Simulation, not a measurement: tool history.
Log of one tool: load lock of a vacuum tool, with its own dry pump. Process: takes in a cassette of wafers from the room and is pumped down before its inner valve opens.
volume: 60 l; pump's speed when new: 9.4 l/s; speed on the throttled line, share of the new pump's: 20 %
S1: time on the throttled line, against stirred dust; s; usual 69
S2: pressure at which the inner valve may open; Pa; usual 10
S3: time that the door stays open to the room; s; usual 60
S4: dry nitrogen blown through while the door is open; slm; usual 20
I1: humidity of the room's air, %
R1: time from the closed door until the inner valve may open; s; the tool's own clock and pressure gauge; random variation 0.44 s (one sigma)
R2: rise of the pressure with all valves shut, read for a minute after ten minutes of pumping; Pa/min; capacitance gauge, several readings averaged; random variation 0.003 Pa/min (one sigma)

run 1 day=0 | S1=69 S2=10 S3=60 S4=20 | I1=42.1 | R1=114.7 R2=0.049
run 2 day=5.338 | S1=69 S2=10 S3=60 S4=20 | I1=43.8 | R1=115.6 R2=0.046
run 3 day=9.254 | S1=69 S2=10 S3=60 S4=20 | I1=44.5 | R1=115.1 R2=0.05
run 4 day=12.133 | S1=69 S2=15 S3=60 S4=20 | I1=44.2 | R1=112.3 R2=0.048
run 5 day=16.988 | S1=69 S2=15 S3=60 S4=20 | I1=44.8 | R1=111.6 R2=0.046
run 6 day=20.912 | S1=72 S2=15 S3=60 S4=20 | I1=45.6 | R1=114.8 R2=0.053
run 7 day=25.592 | S1=72 S2=15 S3=60 S4=20 | I1=45.2 | R1=114.5 R2=0.047
run 8 day=30.454 | S1=69 S2=10 S3=60 S4=6 | I1=48.4 | R1=116.2 R2=0.074
run 9 day=33.746 | S1=69 S2=14 S3=60 S4=20 | I1=44.6 | R1=112.2 R2=0.049
run 10 day=36.542 | S1=69 S2=14 S3=60 S4=14 | I1=44.3 | R1=112.8 R2=0.054
run 11 day=40.704 | S1=69 S2=14 S3=60 S4=14 | I1=42.9 | R1=112.3 R2=0.056
run 12 day=45.762 | S1=69 S2=10 S3=205 S4=20 | I1=44.3 | R1=115.4 R2=0.074
run 13 day=50.358 | S1=69 S2=10 S3=60 S4=20 | I1=45.6 | R1=114.6 R2=0.049
run 14 day=53.129 | S1=69 S2=10 S3=60 S4=20 | I1=44.6 | R1=114.2 R2=0.047
run 15 day=58.267 | S1=103 S2=11 S3=39 S4=20 | I1=45.6 | R1=141.1 R2=0.04
run 16 day=62.325 | S1=135 S2=10 S3=94 S4=5 | I1=46.5 | R1=167.7 R2=0.08
run 17 day=66.504 | S1=69 S2=15 S3=172 S4=20 | I1=45.4 | R1=112.2 R2=0.068
run 18 day=69.546 | S1=69 S2=15 S3=172 S4=20 | I1=40.1 | R1=112.2 R2=0.052
run 19 day=74.588 | S1=81 S2=10 S3=234 S4=20 | I1=40.8 | R1=125.1 R2=0.065
run 20 day=77.433 | S1=72 S2=10 S3=60 S4=6 | I1=47.1 | R1=117.4 R2=0.063
run 21 day=82.083 | S1=46 S2=8 S3=99 S4=8 | I1=44.2 | R1=98.3 R2=0.073
run 22 day=84.446 | S1=66 S2=10 S3=69 S4=20 | I1=43 | R1=112.2 R2=0.048
run 23 day=88.508 | S1=66 S2=10 S3=69 S4=20 | I1=46.3 | R1=113.1 R2=0.047
run 24 day=92.942 | S1=64 S2=10 S3=117 S4=6 | I1=43.9 | R1=111 R2=0.078
run 25 day=97.975 | S1=68 S2=10 S3=39 S4=16 | I1=44.8 | R1=113.7 R2=0.045
run 26 day=100.708 | S1=68 S2=9 S3=39 S4=30 | I1=45.2 | R1=115.4 R2=0.038

3 ways to go on from here, each from the tool as it stands after run 26. What would each give?
run A day=103.708 | S1=110 S2=9 S3=83 S4=30 | I1=45.3 | R1=? R2=?
run B day=103.708 | S1=68 S2=9 S3=85 S4=4 | I1=46.9 | R1=? R2=?
run C day=103.708 | S1=69 S2=12 S3=128 S4=6 | I1=43.1 | R1=? R2=?

run=A R1=148.7 R2=0.05
run=B R1=114.6 R2=0.075
run=C R1=114.1 R2=0.08
Without the tool's hidden state the same runs would have given:
run=A R1=148.6 R2=0.05
run=B R1=114.6 R2=0.075
run=C R1=114.1 R2=0.079
